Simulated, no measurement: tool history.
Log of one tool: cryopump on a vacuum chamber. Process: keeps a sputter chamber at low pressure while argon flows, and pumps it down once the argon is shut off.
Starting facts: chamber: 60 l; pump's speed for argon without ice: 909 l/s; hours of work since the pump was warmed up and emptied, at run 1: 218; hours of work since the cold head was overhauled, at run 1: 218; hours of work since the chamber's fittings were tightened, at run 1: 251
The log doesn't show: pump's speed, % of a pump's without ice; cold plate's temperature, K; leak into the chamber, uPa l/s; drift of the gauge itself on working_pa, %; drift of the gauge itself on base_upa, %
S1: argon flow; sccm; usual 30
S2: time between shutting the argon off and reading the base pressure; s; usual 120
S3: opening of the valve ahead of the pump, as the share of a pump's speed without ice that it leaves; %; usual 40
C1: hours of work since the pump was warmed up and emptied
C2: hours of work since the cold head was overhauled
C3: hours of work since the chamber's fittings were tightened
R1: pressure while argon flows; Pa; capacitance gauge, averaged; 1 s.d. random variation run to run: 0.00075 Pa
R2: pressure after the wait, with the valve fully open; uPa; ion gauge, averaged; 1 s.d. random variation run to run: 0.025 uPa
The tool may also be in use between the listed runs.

run,hour,S1,S2,S3,C1,C2,C3,R1,R2
1,0.0,30,120,40,218,218,251,0.1443,1.74
2,15.5,30,120,40,226,226,258,0.1446,1.84
3,37.0,30,120,47,236,236,268,0.1248,1.91
4,54.1,30,120,47,244,244,276,0.1240,1.92
5,70.5,30,120,40,251,251,283,0.1437,1.88
6,86.7,25,120,40,259,259,291,0.1211,2.04
7,105.7,25,120,40,268,268,300,0.1215,2.00
8,122.4,25,120,40,275,275,308,0.1195,1.98
9,137.7,25,120,40,283,283,315,0.1215,2.05
10,161.4,30,120,40,294,294,326,0.1472,2.08
11,174.9,30,110,40,300,300,332,0.1464,2.23
12,190.6,58,110,40,307,307,339,0.2844,2.19
13,213.7,30,120,40,318,318,350,0.1456,2.22
14,231.4,30,120,40,326,326,359,0.1462,2.31
15,243.2,30,120,40,332,332,364,0.1469,2.32
16,261.9,30,120,40,341,341,373,0.1480,2.36
17,274.6,24,120,40,346,346,379,0.1172,2.33
18,295.7,13,23,47,356,356,389,0.0551,5.00
19,315.8,13,23,47,366,366,398,0.0549,5.12
20,333.2,13,23,47,374,374,406,0.0547,5.13
21,348.0,19,297,47,381,381,413,0.0805,2.02
22,365.9,24,26,25,389,389,421,0.1841,4.79
23,384.3,30,238,40,398,398,430,0.1497,2.18
24,406.9,30,238,40,408,408,440,0.1493,2.28
25,424.2,30,120,15,416,416,448,0.3817,2.63
26,436.0,30,120,15,422,422,454,0.3809,2.58
27,452.1,20,120,40,429,429,461,0.0989,2.64
28,471.1,12,120,40,438,438,470,0.0598,2.67
29,481.6,46,84,50,443,443,475,0.1870,2.86
30,503.5,46,84,50,453,453,485,0.1872,3.04
31,513.7,46,185,30,458,458,490,0.3007,2.52
32,535.1,30,34,38,468,468,500,0.1573,4.39
33,550.5,30,34,38,475,475,507,0.1575,4.45
34,561.8,30,147,34,480,480,513,0.1765,2.78

For each run, the measured value with the value that run would have given without the tool's hidden condition subtracted. The run-to-run variation is shared by both, the gauge scatter possibly not:
run,R1,R2
1,+0.0046,+0.84
2,+0.0047,+0.87
3,+0.0050,+0.92
4,+0.0051,+0.96
5,+0.0053,+0.94
6,+0.0046,+1.04
7,+0.0048,+1.03
8,+0.0049,+1.04
9,+0.0050,+1.07
10,+0.0064,+1.11
11,+0.0066,+1.19
12,+0.0130,+1.17
13,+0.0069,+1.22
14,+0.0071,+1.30
15,+0.0073,+1.31
16,+0.0075,+1.34
17,+0.0061,+1.35
18,+0.0034,+1.36
19,+0.0035,+1.41
20,+0.0036,+1.44
21,+0.0053,+1.44
22,+0.0069,+1.49
23,+0.0089,+1.52
24,+0.0092,+1.60
25,+0.0094,+1.62
26,+0.0094,+1.63
27,+0.0064,+1.66
28,+0.0040,+1.71
29,+0.0155,+1.68
30,+0.0160,+1.77
31,+0.0161,+1.80
32,+0.0108,+1.82
33,+0.0109,+1.87
34,+0.0111,+1.91
